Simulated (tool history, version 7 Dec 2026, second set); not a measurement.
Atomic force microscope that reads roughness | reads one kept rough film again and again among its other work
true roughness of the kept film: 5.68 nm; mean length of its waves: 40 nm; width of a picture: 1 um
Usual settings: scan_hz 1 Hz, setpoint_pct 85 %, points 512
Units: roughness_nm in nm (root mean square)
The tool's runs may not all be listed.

{"run": 1, "day": 0.0, "scan_hz": 1, "setpoint_pct": 85, "points": 512, "roughness_nm": 4.467}
{"run": 2, "day": 1.633, "scan_hz": 1.31, "setpoint_pct": 85, "points": 512, "roughness_nm": 4.343}
{"run": 3, "day": 3.379, "scan_hz": 1, "setpoint_pct": 73, "points": 512, "roughness_nm": 4.798}
{"run": 4, "day": 5.508, "scan_hz": 1, "setpoint_pct": 73, "points": 512, "roughness_nm": 4.772}
{"run": 5, "day": 6.708, "scan_hz": 1, "setpoint_pct": 73, "points": 512, "roughness_nm": 4.761}
{"run": 6, "day": 8.471, "scan_hz": 1, "setpoint_pct": 73, "points": 512, "roughness_nm": 4.772}
{"run": 7, "day": 10.279, "scan_hz": 1, "setpoint_pct": 73, "points": 512, "roughness_nm": 4.785}
{"run": 8, "day": 11.362, "scan_hz": 1, "setpoint_pct": 73, "points": 512, "roughness_nm": 4.738}
{"run": 9, "day": 13.117, "scan_hz": 3.84, "setpoint_pct": 85, "points": 512, "roughness_nm": 3.272}
{"run": 10, "day": 15.196, "scan_hz": 3.84, "setpoint_pct": 85, "points": 512, "roughness_nm": 3.299}
{"run": 11, "day": 17.004, "scan_hz": 3.84, "setpoint_pct": 85, "points": 512, "roughness_nm": 3.288}
{"run": 12, "day": 18.767, "scan_hz": 3.84, "setpoint_pct": 85, "points": 512, "roughness_nm": 3.304}
{"run": 13, "day": 20.871, "scan_hz": 3.84, "setpoint_pct": 85, "points": 512, "roughness_nm": 3.273}
{"run": 14, "day": 22.8, "scan_hz": 1, "setpoint_pct": 67, "points": 512, "roughness_nm": 4.886}
{"run": 15, "day": 23.925, "scan_hz": 1, "setpoint_pct": 85, "points": 512, "roughness_nm": 4.504}
{"run": 16, "day": 25.083, "scan_hz": 1, "setpoint_pct": 85, "points": 512, "roughness_nm": 4.468}
{"run": 17, "day": 26.904, "scan_hz": 1, "setpoint_pct": 85, "points": 512, "roughness_nm": 4.509}
{"run": 18, "day": 28.046, "scan_hz": 1, "setpoint_pct": 85, "points": 512, "roughness_nm": 4.482}
{"run": 19, "day": 29.621, "scan_hz": 1, "setpoint_pct": 85, "points": 512, "roughness_nm": 4.509}
{"run": 20, "day": 30.954, "scan_hz": 1, "setpoint_pct": 85, "points": 512, "roughness_nm": 4.504}
{"run": 21, "day": 32.575, "scan_hz": 0.75, "setpoint_pct": 69, "points": 739, "roughness_nm": 4.921}
{"run": 22, "day": 34.533, "scan_hz": 1.92, "setpoint_pct": 66, "points": 739, "roughness_nm": 4.662}
{"run": 23, "day": 35.742, "scan_hz": 1, "setpoint_pct": 85, "points": 580, "roughness_nm": 4.477}
{"run": 24, "day": 37.612, "scan_hz": 1, "setpoint_pct": 64, "points": 300, "roughness_nm": 4.882}
{"run": 25, "day": 39.262, "scan_hz": 1, "setpoint_pct": 64, "points": 300, "roughness_nm": 4.885}
{"run": 26, "day": 40.908, "scan_hz": 1, "setpoint_pct": 64, "points": 300, "roughness_nm": 4.89}
{"run": 27, "day": 42.267, "scan_hz": 1, "setpoint_pct": 85, "points": 482, "roughness_nm": 4.5}
{"run": 28, "day": 44.371, "scan_hz": 0.86, "setpoint_pct": 87, "points": 309, "roughness_nm": 4.511}
{"run": 29, "day": 46.1, "scan_hz": 0.86, "setpoint_pct": 87, "points": 309, "roughness_nm": 4.497}
{"run": 30, "day": 47.779, "scan_hz": 4, "setpoint_pct": 85, "points": 512, "roughness_nm": 3.219}
{"run": 31, "day": 49.012, "scan_hz": 4, "setpoint_pct": 85, "points": 512, "roughness_nm": 3.258}
{"run": 32, "day": 50.192, "scan_hz": 4, "setpoint_pct": 74, "points": 822, "roughness_nm": 3.834}
{"run": 33, "day": 51.192, "scan_hz": 1.87, "setpoint_pct": 68, "points": 816, "roughness_nm": 4.635}
{"run": 34, "day": 52.375, "scan_hz": 0.76, "setpoint_pct": 68, "points": 405, "roughness_nm": 4.927}
{"run": 35, "day": 54.4, "scan_hz": 0.8, "setpoint_pct": 84, "points": 405, "roughness_nm": 4.631}
{"run": 36, "day": 55.546, "scan_hz": 1.65, "setpoint_pct": 84, "points": 322, "roughness_nm": 4.195}
{"run": 37, "day": 56.729, "scan_hz": 1.65, "setpoint_pct": 84, "points": 322, "roughness_nm": 4.179}
{"run": 38, "day": 57.708, "scan_hz": 1.65, "setpoint_pct": 84, "points": 322, "roughness_nm": 4.136}
{"run": 39, "day": 59.504, "scan_hz": 2.05, "setpoint_pct": 58, "points": 586, "roughness_nm": 4.862}
{"run": 40, "day": 61.4, "scan_hz": 2.05, "setpoint_pct": 58, "points": 586, "roughness_nm": 4.813}

Taken out of this log: 6 entries between the listed runs. Where each belongs, and how the hidden state differs across it:
Between runs 1 and 2: new tip fitted (day 1.608)
  radius of the tip, nm: 7.2 -> 7
Between runs 8 and 9: new tip fitted (day 11.771)
  radius of the tip, nm: 7.2 -> 7
Between runs 13 and 14: new tip fitted (day 22.029)
  radius of the tip, nm: 7.2 -> 7
Between runs 20 and 21: new tip fitted (day 32.171)
  radius of the tip, nm: 7.2 -> 7
Between runs 27 and 28: new tip fitted (day 42.483)
  radius of the tip, nm: 7.2 -> 7
Between runs 34 and 35: new tip fitted (day 52.692)
  radius of the tip, nm: 7.2 -> 7
